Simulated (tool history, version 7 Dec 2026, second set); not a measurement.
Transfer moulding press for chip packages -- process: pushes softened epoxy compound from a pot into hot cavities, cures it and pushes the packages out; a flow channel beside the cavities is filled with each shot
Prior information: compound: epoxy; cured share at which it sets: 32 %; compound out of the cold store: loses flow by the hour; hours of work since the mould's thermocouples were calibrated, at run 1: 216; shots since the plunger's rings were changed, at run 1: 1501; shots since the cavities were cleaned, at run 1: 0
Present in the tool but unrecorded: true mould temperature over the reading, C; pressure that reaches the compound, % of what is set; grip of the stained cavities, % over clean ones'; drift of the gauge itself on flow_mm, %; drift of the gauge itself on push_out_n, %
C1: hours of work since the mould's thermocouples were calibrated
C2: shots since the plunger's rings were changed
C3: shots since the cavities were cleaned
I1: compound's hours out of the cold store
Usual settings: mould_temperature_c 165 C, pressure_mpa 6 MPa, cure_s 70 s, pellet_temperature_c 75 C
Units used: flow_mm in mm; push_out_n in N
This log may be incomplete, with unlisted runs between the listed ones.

run 1 hour=0 | mould_temperature_c=165 pressure_mpa=6 cure_s=70 pellet_temperature_c=75 | C1=216 C2=1501 C3=0 | I1=10.1 | flow_mm=668 push_out_n=362
-- hour=31.7 cavities cleaned with cleaning compound and waxed
run 2 hour=45.6 | mould_temperature_c=165 pressure_mpa=6 cure_s=70 pellet_temperature_c=75 | C1=250 C2=2401 C3=284 | I1=29 | flow_mm=595 push_out_n=414
-- hour=62.1 cavities cleaned with cleaning compound and waxed
run 3 hour=88.3 | mould_temperature_c=165 pressure_mpa=6 cure_s=70 pellet_temperature_c=75 | C1=281 C2=3241 C3=534 | I1=20.9 | flow_mm=615 push_out_n=465
-- hour=92.6 cavities cleaned with cleaning compound and waxed
-- hour=123.9 cavities cleaned with cleaning compound and waxed
run 4 hour=134.2 | mould_temperature_c=165 pressure_mpa=6 cure_s=70 pellet_temperature_c=72 | C1=313 C2=4117 C3=209 | I1=42.7 | flow_mm=534 push_out_n=391
-- hour=155.6 cavities cleaned with cleaning compound and waxed
run 5 hour=182.6 | mould_temperature_c=165 pressure_mpa=6 cure_s=70 pellet_temperature_c=72 | C1=348 C2=5075 C3=551 | I1=11.5 | flow_mm=634 push_out_n=469
-- hour=190 cavities cleaned with cleaning compound and waxed
run 6 hour=217.3 | mould_temperature_c=165 pressure_mpa=6 cure_s=70 pellet_temperature_c=72 | C1=373 C2=5751 C3=555 | I1=9 | flow_mm=644 push_out_n=487
-- hour=224.2 cavities cleaned with cleaning compound and waxed
-- hour=249.2 plunger's sealing rings changed
-- hour=258.2 cavities cleaned with cleaning compound and waxed
run 7 hour=262 | mould_temperature_c=162 pressure_mpa=6 cure_s=70 pellet_temperature_c=75 | C1=403 C2=232 C3=79 | I1=37.5 | flow_mm=582 push_out_n=418
-- hour=287.8 mould's thermocouples calibrated
-- hour=295.3 cavities cleaned with cleaning compound and waxed
run 8 hour=310.5 | mould_temperature_c=164 pressure_mpa=6 cure_s=70 pellet_temperature_c=75 | C1=16 C2=1150 C3=310 | I1=27.2 | flow_mm=609 push_out_n=441
-- hour=326.6 cavities cleaned with cleaning compound and waxed
run 9 hour=354.2 | mould_temperature_c=165 pressure_mpa=6 cure_s=70 pellet_temperature_c=75 | C1=48 C2=2012 C3=564 | I1=13.9 | flow_mm=653 push_out_n=489
-- hour=360.4 cavities cleaned with cleaning compound and waxed
-- hour=393.5 cavities cleaned with cleaning compound and waxed
run 10 hour=403.8 | mould_temperature_c=165 pressure_mpa=6 cure_s=70 pellet_temperature_c=75 | C1=83 C2=2962 C3=209 | I1=38.2 | flow_mm=557 push_out_n=405
-- hour=425.5 cavities cleaned with cleaning compound and waxed
-- hour=455.6 cavities cleaned with cleaning compound and waxed
run 11 hour=467.3 | mould_temperature_c=165 pressure_mpa=6 cure_s=70 pellet_temperature_c=75 | C1=129 C2=4198 C3=240 | I1=42.4 | flow_mm=533 push_out_n=386
-- hour=486.5 cavities cleaned with cleaning compound and waxed
-- hour=517.7 cavities cleaned with cleaning compound and waxed
run 12 hour=520.5 | mould_temperature_c=165 pressure_mpa=6 cure_s=70 pellet_temperature_c=75 | C1=167 C2=5222 C3=58 | I1=27.5 | flow_mm=583 push_out_n=361
-- hour=548.3 cavities cleaned with cleaning compound and waxed
run 13 hour=559.1 | mould_temperature_c=157 pressure_mpa=6 cure_s=70 pellet_temperature_c=76 | C1=195 C2=5979 C3=221 | I1=38.7 | flow_mm=564 push_out_n=697
-- hour=577.3 plunger's sealing rings changed
-- hour=582.4 cavities cleaned with cleaning compound and waxed
-- hour=614.6 cavities cleaned with cleaning compound and waxed
run 14 hour=628.3 | mould_temperature_c=165 pressure_mpa=6 cure_s=86 pellet_temperature_c=69 | C1=243 C2=980 C3=279 | I1=46.1 | flow_mm=547 push_out_n=348
-- hour=646.6 cavities cleaned with cleaning compound and waxed
run 15 hour=673.9 | mould_temperature_c=165 pressure_mpa=6 cure_s=51 pellet_temperature_c=70 | C1=276 C2=1881 C3=558 | I1=15.1 | flow_mm=644 push_out_n=937
-- hour=678.6 cavities cleaned with cleaning compound and waxed
-- hour=709.5 cavities cleaned with cleaning compound and waxed
run 16 hour=731.1 | mould_temperature_c=157 pressure_mpa=6.45 cure_s=101 pellet_temperature_c=75 | C1=317 C2=2987 C3=442 | I1=25.2 | flow_mm=656 push_out_n=408
-- hour=741.7 cavities cleaned with cleaning compound and waxed
run 17 hour=764.2 | mould_temperature_c=165 pressure_mpa=6 cure_s=70 pellet_temperature_c=70 | C1=341 C2=3632 C3=460 | I1=17.3 | flow_mm=617 push_out_n=451
-- hour=773.7 cavities cleaned with cleaning compound and waxed
-- hour=806.1 cavities cleaned with cleaning compound and waxed
run 18 hour=806.4 | mould_temperature_c=165 pressure_mpa=6 cure_s=70 pellet_temperature_c=70 | C1=370 C2=4432 C3=7 | I1=35.6 | flow_mm=560 push_out_n=344
-- hour=836.6 cavities cleaned with cleaning compound and waxed
run 19 hour=856.2 | mould_temperature_c=169 pressure_mpa=4.96 cure_s=70 pellet_temperature_c=74 | C1=407 C2=5417 C3=401 | I1=44.9 | flow_mm=463 push_out_n=357
-- hour=866.7 cavities cleaned with cleaning compound and waxed
-- hour=875.9 mould's thermocouples calibrated
-- hour=904.7 plunger's sealing rings changed
-- hour=906.2 cavities cleaned with cleaning compound and waxed
run 20 hour=926.6 | mould_temperature_c=162 pressure_mpa=4.94 cure_s=75 pellet_temperature_c=74 | C1=35 C2=417 C3=417 | I1=17.8 | flow_mm=594 push_out_n=478
-- hour=937.6 cavities cleaned with cleaning compound and waxed
run 21 hour=962.9 | mould_temperature_c=162 pressure_mpa=4.94 cure_s=75 pellet_temperature_c=74 | C1=62 C2=1127 C3=515 | I1=38.1 | flow_mm=524 push_out_n=480
-- hour=970.3 cavities cleaned with cleaning compound and waxed
run 22 hour=991.8 | mould_temperature_c=162 pressure_mpa=4.94 cure_s=75 pellet_temperature_c=74 | C1=82 C2=1685 C3=436 | I1=20.8 | flow_mm=576 push_out_n=478
-- hour=1000.9 cavities cleaned with cleaning compound and waxed
-- hour=1034.2 cavities cleaned with cleaning compound and waxed
run 23 hour=1046.3 | mould_temperature_c=162 pressure_mpa=4.6 cure_s=93 pellet_temperature_c=77 | C1=121 C2=2738 C3=247 | I1=45.6 | flow_mm=479 push_out_n=338
-- hour=1064.3 cavities cleaned with cleaning compound and waxed
-- hour=1097.2 cavities cleaned with cleaning compound and waxed
run 24 hour=1098.7 | mould_temperature_c=162 pressure_mpa=4.6 cure_s=93 pellet_temperature_c=77 | C1=158 C2=3746 C3=31 | I1=27.9 | flow_mm=519 push_out_n=305

Branching from run 24: 4 alternative next runs. What would each branch give?
-- hour=1130.9 cavities cleaned with cleaning compound and waxed
run A hour=1134.6 | mould_temperature_c=162 pressure_mpa=4.6 cure_s=93 pellet_temperature_c=71 | C1=184 C2=4447 C3=74 | I1=46.3 | flow_mm=? push_out_n=?
-- hour=1130.9 cavities cleaned with cleaning compound and waxed
run B hour=1134.6 | mould_temperature_c=165 pressure_mpa=5.15 cure_s=76 pellet_temperature_c=84 | C1=184 C2=4447 C3=74 | I1=11 | flow_mm=? push_out_n=?
-- hour=1130.9 cavities cleaned with cleaning compound and waxed
run C hour=1134.6 | mould_temperature_c=162 pressure_mpa=4.6 cure_s=74 pellet_temperature_c=77 | C1=184 C2=4447 C3=74 | I1=45 | flow_mm=? push_out_n=?
-- hour=1130.9 cavities cleaned with cleaning compound and waxed
run D hour=1134.6 | mould_temperature_c=165 pressure_mpa=4.6 cure_s=93 pellet_temperature_c=65 | C1=184 C2=4447 C3=74 | I1=10.1 | flow_mm=? push_out_n=?

run=A flow_mm=465 push_out_n=296
run=B flow_mm=594 push_out_n=330
run=C flow_mm=470 push_out_n=379
run=D flow_mm=570 push_out_n=301
What these runs would have given with no unlogged condition in the tool:
run=A flow_mm=485 push_out_n=284
run=B flow_mm=620 push_out_n=317
run=C flow_mm=490 push_out_n=365
run=D flow_mm=595 push_out_n=289
